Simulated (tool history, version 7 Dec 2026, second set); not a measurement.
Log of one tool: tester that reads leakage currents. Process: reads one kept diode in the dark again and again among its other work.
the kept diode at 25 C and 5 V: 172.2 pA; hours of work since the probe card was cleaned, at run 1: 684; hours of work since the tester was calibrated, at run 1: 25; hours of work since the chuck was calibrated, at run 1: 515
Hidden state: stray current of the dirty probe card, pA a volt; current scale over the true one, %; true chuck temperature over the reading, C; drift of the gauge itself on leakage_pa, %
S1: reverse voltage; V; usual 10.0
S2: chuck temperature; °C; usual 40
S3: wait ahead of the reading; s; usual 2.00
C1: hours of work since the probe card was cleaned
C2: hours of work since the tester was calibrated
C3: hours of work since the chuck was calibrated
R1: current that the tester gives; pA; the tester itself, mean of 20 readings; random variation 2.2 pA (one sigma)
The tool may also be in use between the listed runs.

run	hour	S1	S2	S3	C1	C2	C3	R1
1	0.0	10.0	40	2.00	684	25	515	718.96
2	57.3	10.0	40	2.00	729	70	561	720.31
3	118.6	10.0	40	1.89	778	119	609	715.62
4	157.1	10.0	40	1.89	808	149	640	713.94
5	200.0	10.0	40	1.89	842	183	673	712.39
6	255.3	10.0	40	1.89	886	227	717	709.36
7	341.2	10.0	40	1.89	954	294	785	705.04
8	392.5	3.7	21	2.00	994	335	825	101.42
9	450.3	3.7	42	9.79	1040	381	871	444.87
# hour 467.1: chuck's temperature calibrated
10	501.5	3.7	42	9.79	1079	419	27	462.89

4 ways to go on from here, each from the tool as it stands after run 10. What would each give?
A	549.4	10.0	44	0.88	1117	457	65	?
B	549.4	3.7	27	9.79	1117	457	65	?
C	549.4	6.0	42	9.79	1117	457	65	?
D	549.4	2.1	40	2.01	1117	457	65	?

run	R1
A	953.45
B	163.32
C	615.54
D	289.66
Without the tool's hidden state the same runs would have given:
run	R1
A	972.30
B	166.35
C	628.01
D	295.81
